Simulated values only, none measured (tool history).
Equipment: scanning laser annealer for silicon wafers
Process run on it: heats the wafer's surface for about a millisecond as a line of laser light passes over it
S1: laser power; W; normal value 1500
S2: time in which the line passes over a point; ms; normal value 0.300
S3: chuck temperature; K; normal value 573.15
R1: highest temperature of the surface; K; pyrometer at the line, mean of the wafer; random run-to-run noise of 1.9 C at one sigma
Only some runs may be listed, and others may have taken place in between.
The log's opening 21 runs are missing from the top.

| run | hour | S1 | S2 | S3 | R1 |
|---|---|---|---|---|---|
| 22 | 642.6 | 1383 | 0.300 | 573.15 | 1306.15 |
| 23 | 686.9 | 1500 | 0.300 | 551.15 | 1345.15 |
| 24 | 718.8 | 1606 | 0.300 | 560.15 | 1411.15 |
| 25 | 751.7 | 1606 | 0.300 | 560.15 | 1412.15 |
| 26 | 794.2 | 1606 | 0.300 | 560.15 | 1408.15 |
| 27 | 825.9 | 1606 | 0.300 | 560.15 | 1411.15 |
| 28 | 860.1 | 1425 | 0.380 | 581.15 | 1409.15 |
| 29 | 894.5 | 1425 | 0.228 | 581.15 | 1241.15 |
| 30 | 930.2 | 1425 | 0.228 | 581.15 | 1243.15 |
| 31 | 964.2 | 1500 | 0.346 | 555.15 | 1394.15 |
| 32 | 985.3 | 1359 | 0.237 | 580.15 | 1219.15 |
| 33 | 1007.8 | 1359 | 0.237 | 580.15 | 1216.15 |
| 34 | 1034.2 | 1359 | 0.237 | 604.15 | 1238.15 |
| 35 | 1061.4 | 1359 | 0.371 | 604.15 | 1378.15 |
| 36 | 1098.8 | 1500 | 0.225 | 539.15 | 1226.15 |
| 37 | 1126.3 | 1624 | 0.346 | 539.15 | 1440.15 |
|  | 1134.9 | window over the wafer cleaned |
| 38 | 1164.6 | 1624 | 0.346 | 539.15 | 1477.15 |
| 39 | 1197.6 | 1460 | 0.311 | 600.15 | 1396.15 |
| 40 | 1233.6 | 1460 | 0.311 | 600.15 | 1395.15 |

5 ways to go on from here, each from the tool as it stands after run 40. What would each give?
| A | 1261.7 | 1500 | 0.321 | 535.15 | ? |
| B | 1261.7 | 1460 | 0.322 | 609.15 | ? |
| C | 1261.7 | 1460 | 0.250 | 600.15 | ? |
| D | 1261.7 | 1617 | 0.227 | 586.15 | ? |
| E | 1261.7 | 1500 | 0.219 | 608.15 | ? |

| run | R1 |
|---|---|
| A | 1362.15 |
| B | 1416.15 |
| C | 1319.15 |
| D | 1355.15 |
| E | 1307.15 |
With no hidden state in the tool, these same runs would have given:
| run | R1 |
|---|---|
| A | 1366.15 |
| B | 1420.15 |
| C | 1323.15 |
| D | 1359.15 |
| E | 1310.15 |

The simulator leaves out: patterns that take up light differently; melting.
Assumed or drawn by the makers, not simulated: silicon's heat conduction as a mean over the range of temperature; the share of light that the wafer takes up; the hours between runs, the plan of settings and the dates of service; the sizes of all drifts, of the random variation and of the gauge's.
